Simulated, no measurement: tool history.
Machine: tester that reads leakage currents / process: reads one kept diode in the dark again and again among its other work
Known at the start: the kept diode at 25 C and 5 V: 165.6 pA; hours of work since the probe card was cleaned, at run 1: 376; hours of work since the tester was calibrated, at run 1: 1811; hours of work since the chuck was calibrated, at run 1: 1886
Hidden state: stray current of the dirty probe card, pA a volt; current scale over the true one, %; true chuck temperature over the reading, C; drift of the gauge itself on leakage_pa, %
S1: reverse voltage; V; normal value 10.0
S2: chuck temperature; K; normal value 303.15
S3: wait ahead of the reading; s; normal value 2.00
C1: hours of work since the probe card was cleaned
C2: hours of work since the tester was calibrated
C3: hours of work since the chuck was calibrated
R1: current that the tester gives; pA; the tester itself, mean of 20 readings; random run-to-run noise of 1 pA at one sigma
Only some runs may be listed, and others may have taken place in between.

{"run": 1, "hour": 0.0, "S1": 10.0, "S2": 303.15, "S3": 2.0, "C1": 376, "C2": 1811, "C3": 1886, "R1": 373.94}
{"run": 2, "hour": 38.7, "S1": 10.0, "S2": 303.15, "S3": 2.0, "C1": 405, "C2": 1840, "C3": 1915, "R1": 370.62}
{"run": 3, "hour": 69.7, "S1": 10.0, "S2": 303.15, "S3": 3.27, "C1": 429, "C2": 1864, "C3": 1939, "R1": 372.81}
{"run": 4, "hour": 127.9, "S1": 10.0, "S2": 303.15, "S3": 3.89, "C1": 473, "C2": 1908, "C3": 1983, "R1": 375.21}
{"run": 5, "hour": 190.6, "S1": 1.0, "S2": 303.15, "S3": 2.0, "C1": 520, "C2": 1955, "C3": 2030, "R1": 153.5}
{"run": 6, "hour": 246.7, "S1": 1.0, "S2": 303.15, "S3": 2.0, "C1": 562, "C2": 1997, "C3": 2072, "R1": 153.82}
{"run": 7, "hour": 296.7, "S1": 1.0, "S2": 303.15, "S3": 2.0, "C1": 600, "C2": 2035, "C3": 2110, "R1": 154.77}
{"run": 8, "hour": 341.4, "S1": 1.0, "S2": 303.15, "S3": 2.0, "C1": 634, "C2": 2069, "C3": 2144, "R1": 154.78}
{"hour": 348.5, "done": "chuck's temperature calibrated"}
{"run": 9, "hour": 393.6, "S1": 1.0, "S2": 303.15, "S3": 2.0, "C1": 671, "C2": 2106, "C3": 34, "R1": 156.04}
{"run": 10, "hour": 439.9, "S1": 1.0, "S2": 303.15, "S3": 2.0, "C1": 706, "C2": 2141, "C3": 69, "R1": 155.62}
{"run": 11, "hour": 480.4, "S1": 1.0, "S2": 303.15, "S3": 2.0, "C1": 737, "C2": 2172, "C3": 100, "R1": 156.74}
{"run": 12, "hour": 543.8, "S1": 1.0, "S2": 303.15, "S3": 2.0, "C1": 785, "C2": 2220, "C3": 147, "R1": 157.13}
{"run": 13, "hour": 584.3, "S1": 1.0, "S2": 303.15, "S3": 2.0, "C1": 815, "C2": 2250, "C3": 178, "R1": 157.38}
{"run": 14, "hour": 646.1, "S1": 3.0, "S2": 294.15, "S3": 0.47, "C1": 862, "C2": 2297, "C3": 224, "R1": 105.46}
{"hour": 666.4, "done": "chuck's temperature calibrated, once more"}
{"run": 15, "hour": 700.9, "S1": 3.0, "S2": 294.15, "S3": 1.49, "C1": 902, "C2": 2337, "C3": 26, "R1": 92.12}
{"run": 16, "hour": 728.4, "S1": 3.0, "S2": 294.15, "S3": 1.49, "C1": 922, "C2": 2358, "C3": 47, "R1": 92.57}
{"run": 17, "hour": 787.3, "S1": 1.5, "S2": 294.15, "S3": 1.49, "C1": 967, "C2": 2402, "C3": 91, "R1": 70.75}
{"run": 18, "hour": 841.8, "S1": 1.7, "S2": 302.15, "S3": 0.35, "C1": 1008, "C2": 2443, "C3": 132, "R1": 157.07}
{"run": 19, "hour": 883.0, "S1": 1.7, "S2": 302.15, "S3": 0.35, "C1": 1039, "C2": 2474, "C3": 163, "R1": 157.27}
{"run": 20, "hour": 913.1, "S1": 10.0, "S2": 294.15, "S3": 1.18, "C1": 1062, "C2": 2497, "C3": 186, "R1": 151.65}
{"run": 21, "hour": 961.8, "S1": 8.0, "S2": 303.15, "S3": 2.0, "C1": 1099, "C2": 2534, "C3": 223, "R1": 316.27}
{"hour": 968.4, "done": "tester calibrated"}
{"run": 22, "hour": 1023.9, "S1": 10.0, "S2": 295.15, "S3": 2.21, "C1": 1144, "C2": 42, "C3": 268, "R1": 168.8}
{"run": 23, "hour": 1087.2, "S1": 2.5, "S2": 295.15, "S3": 3.11, "C1": 1192, "C2": 90, "C3": 316, "R1": 97.06}
{"run": 24, "hour": 1133.1, "S1": 4.5, "S2": 303.15, "S3": 0.96, "C1": 1226, "C2": 124, "C3": 351, "R1": 257.68}

Here are 4 independent what-if runs from the current tool condition. What would each one return?
{"run": "A", "hour": 1170.7, "S1": 10.0, "S2": 303.15, "S3": 0.54, "C1": 1255, "C2": 153, "C3": 379, "R1": "?"}
{"run": "B", "hour": 1170.7, "S1": 17.6, "S2": 318.15, "S3": 1.63, "C1": 1255, "C2": 153, "C3": 379, "R1": "?"}
{"run": "C", "hour": 1170.7, "S1": 16.5, "S2": 303.15, "S3": 6.08, "C1": 1255, "C2": 153, "C3": 379, "R1": "?"}
{"run": "D", "hour": 1170.7, "S1": 10.0, "S2": 303.15, "S3": 0.91, "C1": 1255, "C2": 153, "C3": 379, "R1": "?"}

run=A R1=357.50
run=B R1=1600.76
run=C R1=429.51
run=D R1=354.35
The same runs, with their run-to-run variation unchanged, on a tool lacking any hidden condition would have given:
run=A R1=349.26
run=B R1=1577.81
run=C R1=417.55
run=D R1=346.15
